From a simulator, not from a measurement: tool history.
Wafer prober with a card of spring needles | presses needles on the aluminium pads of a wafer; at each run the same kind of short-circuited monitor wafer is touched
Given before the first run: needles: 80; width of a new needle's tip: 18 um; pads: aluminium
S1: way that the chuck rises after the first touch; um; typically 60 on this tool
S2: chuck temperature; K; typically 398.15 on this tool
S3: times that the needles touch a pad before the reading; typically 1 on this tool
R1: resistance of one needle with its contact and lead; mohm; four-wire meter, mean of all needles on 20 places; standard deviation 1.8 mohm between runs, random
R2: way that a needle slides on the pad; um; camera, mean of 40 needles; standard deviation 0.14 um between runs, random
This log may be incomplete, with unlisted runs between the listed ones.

run,day,S1,S2,S3,R1,R2
1,0,60,398.15,1,195,11.88
# day 0.204: tips cleaned on abrasive film
# day 0.408: tips cleaned on abrasive film
# day 0.596: tips cleaned on abrasive film
2,0.596,60,398.15,1,198,11.78
# day 0.8: tips cleaned on abrasive film
# day 1: tips cleaned on abrasive film
# day 1.204: tips cleaned on abrasive film
3,1.242,60,398.15,1,220,11.75
# day 1.408: tips cleaned on abrasive film
# day 1.571: tips cleaned on abrasive film
# day 1.775: tips cleaned on abrasive film
4,1.875,60,398.15,1,246,11.88
# day 1.958: tips cleaned on abrasive film
# day 2.167: tips cleaned on abrasive film
# day 2.371: tips cleaned on abrasive film
# day 2.533: tips cleaned on abrasive film
# day 2.721: tips cleaned on abrasive film
5,2.721,60,398.15,1,198,11.53
# day 2.925: tips cleaned on abrasive film
# day 3.129: tips cleaned on abrasive film
# day 3.333: tips cleaned on abrasive film
6,3.425,60,398.15,1,240,11.63
# day 3.504: tips cleaned on abrasive film
# day 3.708: tips cleaned on abrasive film
# day 3.912: tips cleaned on abrasive film
# day 4.121: tips cleaned on abrasive film
# day 4.308: tips cleaned on abrasive film
7,4.308,60,398.15,1,193,11.45
# day 4.471: tips cleaned on abrasive film
# day 4.675: tips cleaned on abrasive film
# day 4.875: tips cleaned on abrasive film
# day 5.062: tips cleaned on abrasive film
8,5.062,60,300.15,1,172,11.53
# day 5.271: tips cleaned on abrasive film
# day 5.471: tips cleaned on abrasive film
# day 5.671: tips cleaned on abrasive film
# day 5.867: tips cleaned on abrasive film
9,5.946,60,300.15,1,236,11.35
# day 6.062: tips cleaned on abrasive film
# day 6.267: tips cleaned on abrasive film
# day 6.429: tips cleaned on abrasive film
# day 6.621: tips cleaned on abrasive film
10,6.621,60,300.15,1,175,11.37
# day 6.825: tips cleaned on abrasive film
# day 7.029: tips cleaned on abrasive film
11,7.033,60,398.15,1,202,11.6
# day 7.2: tips cleaned on abrasive film
# day 7.362: tips cleaned on abrasive film
# day 7.562: tips cleaned on abrasive film
12,7.612,60,398.15,1,229,11.15
# day 7.738: tips cleaned on abrasive film
# day 7.938: tips cleaned on abrasive film
# day 8.138: tips cleaned on abrasive film
# day 8.342: tips cleaned on abrasive film
13,8.388,60,398.15,2,211,11.65
# day 8.508: tips cleaned on abrasive film
# day 8.712: tips cleaned on abrasive film
# day 8.921: tips cleaned on abrasive film
# day 9.104: tips cleaned on abrasive film
14,9.104,60,398.15,2,192,11.14
# day 9.308: tips cleaned on abrasive film
# day 9.512: tips cleaned on abrasive film
# day 9.712: tips cleaned on abrasive film
# day 9.896: tips cleaned on abrasive film
15,9.896,52,365.15,1,199,9.69
# day 10.1: tips cleaned on abrasive film
# day 10.304: tips cleaned on abrasive film
16,10.367,53,352.15,1,251,9.85
# day 10.412: height of the first contact set anew
# day 10.5: tips cleaned on abrasive film
# day 10.7: tips cleaned on abrasive film
# day 10.875: tips cleaned on abrasive film
17,10.875,75,301.15,1,177,13.79
# day 11.079: tips cleaned on abrasive film
# day 11.279: tips cleaned on abrasive film
# day 11.483: tips cleaned on abrasive film
# day 11.646: height of the first contact set anew, once more
18,11.646,75,301.15,1,230,14.97
# day 11.692: tips cleaned on abrasive film
# day 11.892: tips cleaned on abrasive film
# day 12.096: tips cleaned on abrasive film
19,12.108,60,391.15,3,197,12.17
# day 12.271: tips cleaned on abrasive film
# day 12.471: tips cleaned on abrasive film
20,12.604,41,322.15,1,355,8.08
# day 12.646: tips cleaned on abrasive film
# day 12.812: tips cleaned on abrasive film
# day 13.017: tips cleaned on abrasive film
# day 13.217: tips cleaned on abrasive film
21,13.379,76,317.15,1,223,15.11
# day 13.421: tips cleaned on abrasive film
# day 13.588: tips cleaned on abrasive film
# day 13.788: tips cleaned on abrasive film
# day 13.988: tips cleaned on abrasive film
22,14.121,41,327.15,2,292,7.95
# day 14.167: tips cleaned on abrasive film
# day 14.371: tips cleaned on abrasive film
23,14.488,71,318.15,1,225,14.1
# day 14.567: tips cleaned on abrasive film
# day 14.767: tips cleaned on abrasive film
# day 14.975: tips cleaned on abrasive film
# day 15.175: tips cleaned on abrasive film
24,15.333,60,345.15,1,264,11.87
# day 15.375: tips cleaned on abrasive film
# day 15.575: tips cleaned on abrasive film
# day 15.783: tips cleaned on abrasive film
25,15.812,60,345.15,1,204,12.02
# day 15.975: tips cleaned on abrasive film
# day 16.175: tips cleaned on abrasive film
# day 16.375: tips cleaned on abrasive film
# day 16.542: tips cleaned on abrasive film
26,16.596,60,345.15,1,220,11.72
# day 16.721: tips cleaned on abrasive film
# day 16.888: tips cleaned on abrasive film
# day 17.092: tips cleaned on abrasive film
# day 17.296: tips cleaned on abrasive film
27,17.433,44,332.15,1,329,8.47
# day 17.479: tips cleaned on abrasive film
# day 17.683: tips cleaned on abrasive film
# day 17.888: tips cleaned on abrasive film
# day 18.092: tips cleaned on abrasive film
28,18.2,60,361.15,3,209,11.76

For each run, the measured value with the value that run would have given without the tool's hidden condition subtracted. The run-to-run variation is shared by both, the gauge scatter possibly not:
Hidden state present: debris on the tips, nm; way that the needles fall short of the set height, um; tips' diameter, um; drift of the gauge itself on contact_mohm, %; drift of the gauge itself on scrub_um, %.
run,R1,R2
1,+12,-0.22
2,+11,-0.25
3,+33,-0.29
4,+64,-0.32
5,+13,-0.39
6,+56,-0.43
7,+8,-0.49
8,+7,-0.55
9,+69,-0.59
10,+12,-0.64
11,+15,-0.68
12,+42,-0.7
13,+26,-0.78
14,+8,-0.81
15,+18,-0.86
16,+72,-0.88
17,+10,-1.43
18,+66,+0
19,+9,-0.04
20,+177,-0.06
21,+56,-0.11
22,+114,-0.15
23,+57,-0.18
24,+90,-0.24
25,+32,-0.28
26,+45,-0.32
27,+153,-0.37
28,+31,-0.43
